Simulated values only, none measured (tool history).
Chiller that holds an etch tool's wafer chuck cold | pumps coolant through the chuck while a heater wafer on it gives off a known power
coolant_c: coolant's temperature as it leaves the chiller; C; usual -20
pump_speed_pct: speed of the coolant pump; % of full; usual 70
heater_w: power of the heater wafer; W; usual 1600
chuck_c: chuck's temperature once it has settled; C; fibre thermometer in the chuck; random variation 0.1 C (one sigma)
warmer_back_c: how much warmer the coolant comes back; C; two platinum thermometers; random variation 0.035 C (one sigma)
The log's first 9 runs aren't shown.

run	hour	coolant_c	pump_speed_pct	heater_w	hours since the coolant was changed and the channels were flushed	hours since the pump was overhauled	hours since the chiller's thermometer was calibrated	chuck_c	warmer_back_c
10	253.8	-24	70	1600	1318	382	1045	-9.4	5.83
11	288.8	-20	70	1600	1353	417	1080	-5.3	5.74
12	308.0	-20	70	1600	1372	436	1099	-5.2	5.78
13	334.2	-20	70	1600	1398	462	1125	-5.1	5.78
14	370.9	-20	70	1600	1435	499	1162	-5.3	5.77
15	391.5	-20	70	1600	1455	519	1183	-5.3	5.78
16	411.8	-20	70	1600	1476	540	1203	-5.1	5.76
17	437.7	-26	90	829	1502	566	1229	-19.7	2.36
18	464.0	-27	89	1007	1528	592	1255	-19.6	2.83
19	489.8	-14	69	1041	1554	618	1281	-4.1	3.83
20	515.4	-14	69	1041	1579	643	1307	-4.1	3.77
21	549.2	-14	69	1041	1613	677	1340	-4.1	3.85
22	581.8	-12	66	1549	1646	710	1373	3.2	6.02
23	619.8	-22	75	1082	1684	748	1411	-12.3	3.65
24	651.0	-22	79	1217	1715	779	1442	-11.5	3.95
25	684.1	-12	60	1600	1748	812	1475	5.2	6.89
26	717.3	-12	60	1600	1781	845	1509	5.3	6.88
27	756.9	-12	60	1600	1821	885	1548	5.3	6.89
28	775.3	-28	72	1669	1839	903	1567	-12.7	5.91
29	812.8	-17	96	1600	1877	941	1604	-5.5	4.23
30	846.7	-18	79	1374	1911	975	1638	-6.4	4.45
31	872.1	-19	93	1545	1936	1000	1663	-7.7	4.15
32	894.5	-23	80	1663	1959	1023	1686	-8.9	5.30

Forecast each of these 3 alternatives for the next run:
A	934.0	-19	80	1188	1998	1062	1725	?	?
B	934.0	-21	70	1600	1998	1062	1725	?	?
C	934.0	-16	70	1826	1998	1062	1725	?	?

run	chuck_c	warmer_back_c
A	-8.7	3.76
B	-5.9	5.87
C	1.2	6.77
Without the tool's hidden state the same runs would have given:
run	chuck_c	warmer_back_c
A	-9.3	3.68
B	-6.7	5.74
C	0.2	6.62
